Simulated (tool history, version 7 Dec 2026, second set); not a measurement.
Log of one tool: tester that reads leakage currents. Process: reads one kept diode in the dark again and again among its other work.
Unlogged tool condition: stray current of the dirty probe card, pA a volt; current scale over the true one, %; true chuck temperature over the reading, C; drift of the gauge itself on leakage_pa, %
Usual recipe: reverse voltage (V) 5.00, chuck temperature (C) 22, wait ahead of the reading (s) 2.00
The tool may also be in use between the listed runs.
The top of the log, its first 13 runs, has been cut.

| run | hour | reverse voltage (V) | chuck temperature (C) | wait ahead of the reading (s) | hours of work since the probe card was cleaned | hours of work since the tester was calibrated | hours of work since the chuck was calibrated | current that the tester gives (pA) |
|---|---|---|---|---|---|---|---|---|
| 14 | 619.5 | 5.00 | 22 | 2.00 | 709 | 1391 | 79 | 147.10 |
| 15 | 674.5 | 5.00 | 22 | 2.00 | 741 | 1423 | 112 | 147.37 |
| 16 | 738.9 | 5.00 | 22 | 2.00 | 778 | 1461 | 149 | 146.77 |
| 17 | 784.1 | 5.00 | 22 | 2.00 | 805 | 1487 | 175 | 147.13 |
| 18 | 811.0 | 5.00 | 22 | 2.00 | 820 | 1503 | 191 | 146.83 |
| 19 | 851.9 | 5.00 | 22 | 2.00 | 844 | 1527 | 215 | 146.45 |
| 20 | 884.0 | 1.20 | 25 | 6.78 | 863 | 1545 | 234 | 85.66 |
| 21 | 915.9 | 1.20 | 25 | 6.78 | 881 | 1564 | 252 | 85.14 |
| 22 | 979.5 | 3.36 | 22 | 2.79 | 918 | 1601 | 289 | 117.92 |
| 23 | 1041.6 | 3.36 | 22 | 2.79 | 955 | 1637 | 325 | 117.90 |
| 24 | 1100.3 | 11.00 | 24 | 2.79 | 989 | 1671 | 359 | 263.20 |
| 25 | 1143.6 | 11.13 | 43 | 2.79 | 1014 | 1696 | 385 | 1048.90 |
| 26 | 1180.2 | 5.00 | 59 | 2.00 | 1035 | 1718 | 406 | 1951.76 |
| 27 | 1215.2 | 11.77 | 28 | 5.61 | 1056 | 1738 | 426 | 369.68 |
| 28 | 1274.6 | 11.81 | 38 | 5.61 | 1090 | 1773 | 461 | 761.58 |
| 29 | 1318.1 | 5.00 | 22 | 6.28 | 1116 | 1798 | 486 | 146.14 |
| 30 | 1346.5 | 3.60 | 22 | 6.28 | 1132 | 1815 | 503 | 122.27 |
| 31 | 1396.7 | 12.45 | 56 | 0.40 | 1161 | 1844 | 532 | 2643.81 |
| 32 | 1452.3 | 12.45 | 56 | 0.40 | 1194 | 1876 | 564 | 2625.30 |
| 33 | 1479.2 | 5.00 | 39 | 6.92 | 1209 | 1892 | 580 | 514.10 |
| 34 | 1514.9 | 5.00 | 39 | 6.92 | 1230 | 1913 | 601 | 511.97 |
| 35 | 1553.9 | 9.21 | 58 | 0.66 | 1253 | 1935 | 624 | 2534.68 |
| 36 | 1598.6 | 2.44 | 36 | 3.72 | 1279 | 1961 | 650 | 281.43 |
| 37 | 1654.3 | 2.44 | 36 | 0.36 | 1311 | 1994 | 682 | 282.27 |

Predict each of these 3 candidate next runs independently; none follows another, all start after run 37:
| A | 1711.0 | 1.08 | 36 | 4.18 | 1344 | 2027 | 715 | ? |
| B | 1711.0 | 5.54 | 22 | 3.53 | 1344 | 2027 | 715 | ? |
| C | 1711.0 | 2.44 | 47 | 0.36 | 1344 | 2027 | 715 | ? |

| run | current that the tester gives (pA) |
|---|---|
| A | 181.34 |
| B | 154.89 |
| C | 607.57 |
Take away the tool's hidden state, keep each run's random variation, and the runs would have read:
| run | current that the tester gives (pA) |
|---|---|
| A | 182.93 |
| B | 150.53 |
| C | 613.42 |

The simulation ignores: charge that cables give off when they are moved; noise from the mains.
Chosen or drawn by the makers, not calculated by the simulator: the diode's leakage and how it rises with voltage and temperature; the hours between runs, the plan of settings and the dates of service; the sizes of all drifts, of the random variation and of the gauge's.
